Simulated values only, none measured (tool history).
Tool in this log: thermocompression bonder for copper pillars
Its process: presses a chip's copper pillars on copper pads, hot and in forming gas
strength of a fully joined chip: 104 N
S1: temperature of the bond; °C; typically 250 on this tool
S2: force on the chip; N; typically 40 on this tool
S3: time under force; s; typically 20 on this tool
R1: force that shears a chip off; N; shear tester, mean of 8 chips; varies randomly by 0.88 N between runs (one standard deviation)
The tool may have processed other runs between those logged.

{"run": 1, "day": 0.0, "S1": 250, "S2": 40, "S3": 20, "R1": 67.2}
{"run": 2, "day": 3.679, "S1": 250, "S2": 40, "S3": 20, "R1": 65.1}
{"day": 7.117, "done": "forming gas filter changed"}
{"run": 3, "day": 7.546, "S1": 263, "S2": 40, "S3": 20, "R1": 74.6}
{"run": 4, "day": 10.517, "S1": 249, "S2": 40, "S3": 20, "R1": 64.9}
{"run": 5, "day": 12.483, "S1": 249, "S2": 40, "S3": 20, "R1": 65.1}
{"day": 12.7, "done": "force cell calibrated"}
{"run": 6, "day": 15.575, "S1": 255, "S2": 40, "S3": 20, "R1": 66.1}
{"run": 7, "day": 18.642, "S1": 255, "S2": 59, "S3": 34, "R1": 84.1}
{"day": 19.429, "done": "forming gas filter changed"}
{"run": 8, "day": 22.433, "S1": 273, "S2": 42, "S3": 34, "R1": 87.3}
{"run": 9, "day": 24.133, "S1": 273, "S2": 28, "S3": 20, "R1": 65.5}
{"run": 10, "day": 25.942, "S1": 273, "S2": 28, "S3": 20, "R1": 65.4}

Hidden state or all else? Some run-to-run changes of R1, split into what the settings, what came in and random variation would give without the hidden state, and what is left for the hidden state (with any gauge scatter that isn't in both results):
The hidden state here: true temperature of the bond over the reading, C; force that reaches the chip, % of what is set; oxide that the forming gas leaves, % of the face; drift of the gauge itself on shear_n, %.
Run 7 -> 8: S1 255 -> 273, S2 59 -> 42, forming gas filter changed. R1 +3.2 N: hidden state +2.7, all else +0.5.
Run 8 -> 9: S2 42 -> 28, S3 34 -> 20. R1 -21.8 N: hidden state -2.7, all else -19.1.

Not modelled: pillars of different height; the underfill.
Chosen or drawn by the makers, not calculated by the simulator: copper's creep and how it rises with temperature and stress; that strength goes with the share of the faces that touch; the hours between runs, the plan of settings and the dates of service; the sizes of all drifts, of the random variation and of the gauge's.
